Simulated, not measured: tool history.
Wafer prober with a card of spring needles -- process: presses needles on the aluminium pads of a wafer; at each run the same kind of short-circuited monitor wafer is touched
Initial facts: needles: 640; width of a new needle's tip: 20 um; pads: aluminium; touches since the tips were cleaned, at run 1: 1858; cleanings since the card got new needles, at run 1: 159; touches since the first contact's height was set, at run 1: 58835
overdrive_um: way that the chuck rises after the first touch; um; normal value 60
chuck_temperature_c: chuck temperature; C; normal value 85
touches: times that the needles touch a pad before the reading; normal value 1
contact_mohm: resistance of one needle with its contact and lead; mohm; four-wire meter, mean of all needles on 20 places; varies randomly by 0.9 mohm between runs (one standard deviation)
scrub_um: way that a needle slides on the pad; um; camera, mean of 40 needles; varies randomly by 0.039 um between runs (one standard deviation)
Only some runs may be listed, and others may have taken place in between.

run	hour	overdrive_um	chuck_temperature_c	touches	touches since the tips were cleaned	cleanings since the card got new needles	touches since the first contact's height was set	contact_mohm	scrub_um
1	0.0	60	85	1	1858	159	58835	179.6	10.33
# hour 2.7: tips cleaned on abrasive film
# hour 13.2: tips cleaned on abrasive film
# hour 26.3: tips cleaned on abrasive film
# hour 36.8: tips cleaned on abrasive film
2	43.7	60	85	1	1471	163	68051	181.4	10.34
# hour 49.0: tips cleaned on abrasive film
# hour 62.0: tips cleaned on abrasive film
# hour 75.1: tips cleaned on abrasive film
3	82.2	60	85	1	1505	166	76195	179.5	10.35
# hour 87.5: tips cleaned on abrasive film
# hour 98.0: tips cleaned on abrasive film
# hour 111.1: tips cleaned on abrasive film
4	111.6	60	85	2	116	169	82396	173.6	10.24
# hour 122.1: tips cleaned on abrasive film
# hour 132.6: tips cleaned on abrasive film
# hour 143.1: tips cleaned on abrasive film
# hour 156.2: tips cleaned on abrasive film
5	166.4	60	85	2	2186	173	93990	178.5	10.25
# hour 169.1: tips cleaned on abrasive film
# hour 179.6: tips cleaned on abrasive film
# hour 190.1: tips cleaned on abrasive film
# hour 200.6: tips cleaned on abrasive film
# hour 213.7: tips cleaned on abrasive film
# hour 224.2: tips cleaned on abrasive film
6	234.0	60	85	1	2085	179	108245	182.1	10.12
# hour 236.7: tips cleaned on abrasive film
# hour 249.7: tips cleaned on abrasive film
# hour 260.2: tips cleaned on abrasive film
7	267.7	60	85	1	1595	182	115372	179.7	10.15
# hour 273.0: tips cleaned on abrasive film
# hour 286.1: tips cleaned on abrasive film
# hour 296.6: tips cleaned on abrasive film
# hour 307.1: tips cleaned on abrasive film
8	309.4	60	85	1	487	186	124157	175.5	10.03
# hour 319.8: tips cleaned on abrasive film
# hour 330.3: tips cleaned on abrasive film
# hour 343.4: tips cleaned on abrasive film
# hour 355.2: tips cleaned on abrasive film
9	355.2	60	85	2	0	190	133847	173.5	10.04
# hour 365.7: tips cleaned on abrasive film
# hour 376.2: tips cleaned on abrasive film
# hour 386.7: tips cleaned on abrasive film
# hour 399.8: tips cleaned on abrasive film
# hour 410.3: tips cleaned on abrasive film
# hour 415.6: tips cleaned on abrasive film, once more
# hour 426.1: tips cleaned on abrasive film
10	426.1	60	85	2	18	197	148801	175.4	10.04
# hour 436.6: tips cleaned on abrasive film
# hour 449.7: tips cleaned on abrasive film
# hour 462.7: tips cleaned on abrasive film
# hour 475.8: tips cleaned on abrasive film
11	485.9	60	85	2	2142	201	161440	181.0	9.94
# hour 488.6: tips cleaned on abrasive film
# hour 501.7: tips cleaned on abrasive film
# hour 512.1: tips cleaned on abrasive film
# hour 525.2: tips cleaned on abrasive film
12	525.6	60	85	1	88	205	169825	177.2	9.90
# hour 533.7: height of the first contact set anew
# hour 536.4: tips cleaned on abrasive film
# hour 546.9: tips cleaned on abrasive film
13	556.3	60	85	1	2013	207	4779	179.7	10.62
# hour 559.0: tips cleaned on abrasive film
# hour 569.5: tips cleaned on abrasive film
# hour 580.0: tips cleaned on abrasive film
# hour 590.5: tips cleaned on abrasive film
14	594.0	60	85	1	742	211	12712	178.1	10.55
# hour 601.9: tips cleaned on abrasive film
# hour 615.0: tips cleaned on abrasive film
# hour 625.4: tips cleaned on abrasive film
# hour 635.9: tips cleaned on abrasive film
15	636.8	60	85	1	179	215	21741	175.2	10.53
# hour 647.3: tips cleaned on abrasive film
# hour 657.8: tips cleaned on abrasive film
# hour 668.2: tips cleaned on abrasive film
# hour 681.3: tips cleaned on abrasive film
# hour 691.8: tips cleaned on abrasive film
16	693.6	60	85	1	383	220	33741	176.5	10.45

What will run 17 give?
# hour 704.1: tips cleaned on abrasive film
# hour 717.2: tips cleaned on abrasive film
# hour 730.3: tips cleaned on abrasive film
# hour 743.3: tips cleaned on abrasive film
# hour 756.4: tips cleaned on abrasive film
17	763.5	64	72	1	1510	225	48527	?	?

contact_mohm: 173.5 mohm
scrub_um: 11.14 um
The same run, on a tool lacking any hidden state, would have yielded contact_mohm 165.5 mohm, scrub_um 11.32 um.
